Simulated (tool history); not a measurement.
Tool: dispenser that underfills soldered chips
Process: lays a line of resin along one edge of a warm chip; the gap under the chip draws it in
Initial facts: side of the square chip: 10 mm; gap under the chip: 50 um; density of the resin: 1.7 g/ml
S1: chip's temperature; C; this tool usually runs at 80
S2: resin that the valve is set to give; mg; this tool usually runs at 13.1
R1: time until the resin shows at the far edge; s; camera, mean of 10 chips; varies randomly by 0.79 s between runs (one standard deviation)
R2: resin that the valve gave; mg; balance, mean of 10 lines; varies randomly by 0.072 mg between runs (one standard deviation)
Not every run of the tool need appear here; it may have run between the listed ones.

run    day  S1    S2     R1     R2
  1  0.000  80  13.1  115.9  12.02
     0.158  -- new syringe of resin
  2  0.204  80  13.1   77.3  11.80
  3  0.304  80  13.1   88.7  11.88
  4  0.458  80  13.1  106.3  12.03
  5  0.596  80  13.1  125.7  11.99
     0.721  -- new syringe of resin
  6  0.754  80  11.7   79.6  10.73
     0.854  -- dispensing valve cleaned and set on the balance
  7  0.954  80  14.8   89.3  14.79
  8  1.142  80  14.8  112.7  14.75
  9  1.254  80  15.5  127.5  15.41
     1.325  -- new syringe of resin
 10  1.450  80  15.5   80.9  15.41
 11  1.625  80  15.5  100.3  15.36
 12  1.729  80  15.5  111.3  15.24
     1.892  -- new syringe of resin
 13  1.892  80  13.1   75.2  12.93
 14  2.071  71  13.1  146.2  12.73
 15  2.242  73  13.1  160.0  12.74
 16  2.396  73  13.1  190.6  12.79
     2.450  -- new syringe of resin
 17  2.496  73  13.1  112.1  12.82
 18  2.583  80  16.6   84.4  16.01
 19  2.725  80  13.8  101.0  13.46
 20  2.842  95  11.2   58.0  10.88
 21  2.975  76  11.2  173.7  10.88
     3.012  -- new syringe of resin
 22  3.162  80  15.7   87.6  15.27
 23  3.250  93  13.5   51.8  12.94
 24  3.338  66  13.9  221.4  13.59
 25  3.533  65  13.0  295.9  12.48
     3.571  -- new syringe of resin
 26  3.646  65  13.0  179.9  12.47
 27  3.788  65  13.0  209.9  12.43
 28  3.933  94  14.6   56.5  13.81
 29  4.029  75  11.6  169.6  11.08
     4.142  -- new syringe of resin
 30  4.167  70  13.1  131.4  12.58
 31  4.271  70  13.1  143.8  12.62
 32  4.412  88  12.6   70.5  11.95
 33  4.512  69  12.7  202.8  12.08
 34  4.638  69  12.7  238.8  12.08
     4.700  -- new syringe of resin
 35  4.825  69  12.7  153.9  12.12
 36  4.954  95  15.9   47.9  15.07

Below are 3 alternative next runs, each starting from the tool's condition after run 36. Predict each:
  A  5.125  89  15.9   ?   ?
  B  5.125  74  15.9   ?   ?
  C  5.125  91  11.5   ?   ?

run     R1     R2
  A   76.5  14.95
  B  158.9  14.98
  C   72.3  10.74
Stripped of hidden state, with their random variation kept, the same runs would have yielded:
run    R1     R2
  A  46.6  15.89
  B  96.3  15.92
  C  43.3  11.42
